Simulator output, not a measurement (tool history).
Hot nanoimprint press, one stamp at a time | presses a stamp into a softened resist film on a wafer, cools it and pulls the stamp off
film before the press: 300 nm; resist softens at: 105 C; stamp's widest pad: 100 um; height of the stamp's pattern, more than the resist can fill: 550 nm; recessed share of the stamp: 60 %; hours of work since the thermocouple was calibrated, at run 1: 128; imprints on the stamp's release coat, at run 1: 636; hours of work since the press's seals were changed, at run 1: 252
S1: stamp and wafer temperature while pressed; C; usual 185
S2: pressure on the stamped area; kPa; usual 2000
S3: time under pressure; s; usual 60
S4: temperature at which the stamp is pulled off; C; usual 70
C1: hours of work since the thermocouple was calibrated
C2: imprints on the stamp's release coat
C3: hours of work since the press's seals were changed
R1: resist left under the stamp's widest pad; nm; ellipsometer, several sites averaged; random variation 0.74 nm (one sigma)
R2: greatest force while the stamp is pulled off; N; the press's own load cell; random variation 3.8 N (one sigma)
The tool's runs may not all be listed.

run   hour   S1    S2  S3  S4   C1    C2   C3     R1   R2
  1    0.0  185  2000  60  70  128   636  252  145.5  175
  2   11.6  185  2000  60  70  134   669  258  143.8  180
  3   26.3  185  2000  60  70  142   711  266  143.8  176
  4   45.3  185  2000  54  70  152   765  276  153.2  183
  5   62.1  185  2000  95  70  161   813  285  119.7  181
  6   72.3  185  2000  60  70  166   842  290  146.0  186
  7   87.5  185  2000  60  70  174   886  298  147.1  184
  8  106.3  175  2000  60  70  184   939  308  219.0  181
  9  122.6  193  2730  69  70  193   986  317   81.1  184
 10  137.6  186  2480  94  63  201  1028  325  105.8  210
 11  154.0  175  2480  94  64  209  1075  333  183.1  210
 12  169.8  185  1450  60  71  218  1120  342  164.8  178
 13  182.8  185  1760  31  71  225  1157  348  191.9  183
 14  195.1  186  1590  31  63  231  1192  355  192.9  222
 15  208.3  186  1590  31  63  238  1230  362  190.8  214

Forecast each of these 3 alternatives for the next run:
  A  220.1  186  1590  37  60  244  1263  368   ?   ?
  B  220.1  185  1500  60  75  244  1263  368   ?   ?
  C  220.1  179  1390  31  65  244  1263  368   ?   ?

run     R1   R2
  A  181.6  216
  B  164.1  165
  C  244.8  206
Without the tool's hidden state the same runs would have given:
run     R1   R2
  A  179.4  214
  B  162.0  163
  C  241.7  204
